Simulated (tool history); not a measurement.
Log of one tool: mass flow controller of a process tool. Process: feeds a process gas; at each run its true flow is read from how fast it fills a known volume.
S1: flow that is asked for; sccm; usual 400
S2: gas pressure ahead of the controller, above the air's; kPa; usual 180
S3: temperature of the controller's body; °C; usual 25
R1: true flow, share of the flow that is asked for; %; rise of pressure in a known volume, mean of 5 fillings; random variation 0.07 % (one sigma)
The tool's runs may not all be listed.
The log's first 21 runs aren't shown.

Run 22, hour 1387.5: usual settings but S1 211 sccm, S2 221 kPa. Result: R1 98.54 %.
Run 23, hour 1476.3: usual settings but S1 211 sccm, S2 277 kPa, S3 40 °C. Result: R1 99.37 %.
Run 24, hour 1516.2: usual settings but S1 394 sccm, S2 195 kPa, S3 26 °C. Result: R1 99.39 %.
Run 25, hour 1568.2: usual settings but S1 73 sccm, S2 151 kPa, S3 22 °C. Result: R1 97.09 %.
Run 26, hour 1644.2: usual settings but S1 73 sccm, S2 151 kPa, S3 22 °C. Result: R1 97.25 %.
Run 27, hour 1704.7: usual settings but S1 82 sccm. Result: R1 97.53 %.
Run 28, hour 1800.7: usual settings but S1 82 sccm. Result: R1 97.58 %.
Run 29, hour 1858.6: usual settings but S1 478 sccm, S2 163 kPa, S3 36 °C. Result: R1 99.84 %.
Run 30, hour 1916.9: usual settings but S1 478 sccm, S2 163 kPa, S3 36 °C. Result: R1 99.88 %.
Run 31, hour 1998.0: usual settings but S1 478 sccm, S2 163 kPa, S3 36 °C. Result: R1 99.89 %.
Run 32, hour 2094.7: usual settings but S1 478 sccm, S2 163 kPa, S3 36 °C. Result: R1 99.89 %.
Run 33, hour 2174.1: usual settings but S1 140 sccm, S2 273 kPa, S3 24 °C. Result: R1 98.56 %.
Run 34, hour 2254.8: usual settings but S1 98 sccm, S2 190 kPa. Result: R1 97.75 %.
Run 35, hour 2312.5: usual settings but S1 98 sccm, S2 190 kPa. Result: R1 97.78 %.
Run 36, hour 2360.3: usual settings but S1 94 sccm, S2 273 kPa, S3 28 °C. Result: R1 98.27 %.
Run 37, hour 2412.4: usual settings but S1 69 sccm, S2 273 kPa, S3 39 °C. Result: R1 98.47 %.

Forecast each of these 4 alternatives for the next run:
Run A, hour 2454.7: usual settings but S2 170 kPa, S3 36 °C. Result: R1 ?.
Run B, hour 2454.7: usual settings but S1 60 sccm, S2 273 kPa, S3 39 °C. Result: R1 ?.
Run C, hour 2454.7: usual settings but S1 69 sccm, S2 273 kPa, S3 23 °C. Result: R1 ?.
Run D, hour 2454.7: usual settings but S1 144 sccm, S2 154 kPa, S3 24 °C. Result: R1 ?.

run     R1
  A  99.44
  B  98.50
  C  97.98
  D  97.74
Without the tool's hidden state the same runs would have given:
run     R1
  A  99.44
  B  98.52
  C  97.99
  D  97.75
